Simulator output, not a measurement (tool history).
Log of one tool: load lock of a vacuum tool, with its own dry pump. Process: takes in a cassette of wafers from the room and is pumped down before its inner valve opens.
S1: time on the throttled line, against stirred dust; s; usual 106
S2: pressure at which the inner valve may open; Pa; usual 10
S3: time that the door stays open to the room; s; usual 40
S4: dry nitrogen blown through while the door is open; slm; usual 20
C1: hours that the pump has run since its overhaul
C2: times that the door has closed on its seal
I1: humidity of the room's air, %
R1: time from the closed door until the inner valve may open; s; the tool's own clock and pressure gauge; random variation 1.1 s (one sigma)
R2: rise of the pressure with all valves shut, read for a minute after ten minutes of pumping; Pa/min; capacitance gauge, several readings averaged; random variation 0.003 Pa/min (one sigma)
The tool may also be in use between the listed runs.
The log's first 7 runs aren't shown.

{"run": 8, "hour": 1035.5, "S1": 173, "S2": 10, "S3": 33, "S4": 20, "C1": 6107, "C2": 23761, "I1": 41.3, "R1": 236.2, "R2": 0.458}
{"run": 9, "hour": 1154.5, "S1": 173, "S2": 10, "S3": 33, "S4": 20, "C1": 6226, "C2": 24202, "I1": 46.9, "R1": 236.3, "R2": 0.469}
{"run": 10, "hour": 1260.9, "S1": 173, "S2": 10, "S3": 33, "S4": 20, "C1": 6333, "C2": 24596, "I1": 43.6, "R1": 235.3, "R2": 0.493}
{"run": 11, "hour": 1441.5, "S1": 173, "S2": 10, "S3": 33, "S4": 20, "C1": 6513, "C2": 25265, "I1": 45.9, "R1": 234.4, "R2": 0.513}
{"run": 12, "hour": 1642.3, "S1": 173, "S2": 10, "S3": 33, "S4": 20, "C1": 6714, "C2": 26009, "I1": 44.1, "R1": 237.6, "R2": 0.522}
{"run": 13, "hour": 1842.2, "S1": 106, "S2": 13, "S3": 40, "S4": 20, "C1": 6914, "C2": 26749, "I1": 43.4, "R1": 174.8, "R2": 0.566}
{"run": 14, "hour": 2020.5, "S1": 106, "S2": 19, "S3": 40, "S4": 20, "C1": 7092, "C2": 27409, "I1": 48.2, "R1": 172.9, "R2": 0.587}
{"run": 15, "hour": 2155.4, "S1": 106, "S2": 19, "S3": 40, "S4": 20, "C1": 7227, "C2": 27909, "I1": 42.1, "R1": 174.3, "R2": 0.611}
{"run": 16, "hour": 2267.0, "S1": 106, "S2": 19, "S3": 40, "S4": 20, "C1": 7339, "C2": 28322, "I1": 46.6, "R1": 174.4, "R2": 0.616}
{"run": 17, "hour": 2416.8, "S1": 106, "S2": 19, "S3": 40, "S4": 20, "C1": 7489, "C2": 28877, "I1": 41.6, "R1": 173, "R2": 0.642}
{"run": 18, "hour": 2544.3, "S1": 106, "S2": 19, "S3": 40, "S4": 20, "C1": 7616, "C2": 29349, "I1": 47.5, "R1": 172.1, "R2": 0.645}
{"run": 19, "hour": 2734.0, "S1": 106, "S2": 19, "S3": 40, "S4": 20, "C1": 7806, "C2": 30052, "I1": 43.7, "R1": 172.2, "R2": 0.674}
{"run": 20, "hour": 2941.0, "S1": 106, "S2": 10, "S3": 40, "S4": 5, "C1": 8013, "C2": 30818, "I1": 43.4, "R1": 178, "R2": 0.721}
{"hour": 3052.1, "done": "door's seal changed, seat wiped"}
{"run": 21, "hour": 3096.2, "S1": 175, "S2": 10, "S3": 40, "S4": 19, "C1": 8166, "C2": 164, "I1": 44.1, "R1": 237.1, "R2": 0.013}
{"run": 22, "hour": 3319.9, "S1": 99, "S2": 7, "S3": 67, "S4": 9, "C1": 8390, "C2": 992, "I1": 40.8, "R1": 176.9, "R2": 0.024}
{"run": 23, "hour": 3518.6, "S1": 99, "S2": 7, "S3": 67, "S4": 9, "C1": 8589, "C2": 1728, "I1": 44.4, "R1": 178.7, "R2": 0.032}
{"run": 24, "hour": 3713.0, "S1": 203, "S2": 18, "S3": 101, "S4": 44, "C1": 8783, "C2": 2448, "I1": 45.3, "R1": 257.5, "R2": 0.032}
{"run": 25, "hour": 3830.1, "S1": 140, "S2": 17, "S3": 81, "S4": 6, "C1": 8900, "C2": 2882, "I1": 45.7, "R1": 201.5, "R2": 0.048}
{"run": 26, "hour": 4053.9, "S1": 140, "S2": 17, "S3": 81, "S4": 6, "C1": 9124, "C2": 3710, "I1": 41.6, "R1": 203.4, "R2": 0.054}
{"run": 27, "hour": 4176.2, "S1": 104, "S2": 10, "S3": 185, "S4": 20, "C1": 9246, "C2": 4163, "I1": 44, "R1": 179.8, "R2": 0.062}
{"run": 28, "hour": 4333.8, "S1": 104, "S2": 16, "S3": 101, "S4": 20, "C1": 9404, "C2": 4747, "I1": 45.8, "R1": 173.4, "R2": 0.063}
{"run": 29, "hour": 4551.0, "S1": 106, "S2": 10, "S3": 58, "S4": 20, "C1": 9621, "C2": 5551, "I1": 43.9, "R1": 180.5, "R2": 0.067}

The next listed run, before its measurement:
{"run": 30, "hour": 4742.0, "S1": 61, "S2": 10, "S3": 84, "S4": 5, "C1": 9812, "C2": 6259, "I1": 44.3, "R1": "?", "R2": "?"}

R1: 140.9 s
R2: 0.093 Pa/min
Without the tool's hidden state the same run would have given R1 130.3 s, R2 0.027 Pa/min.
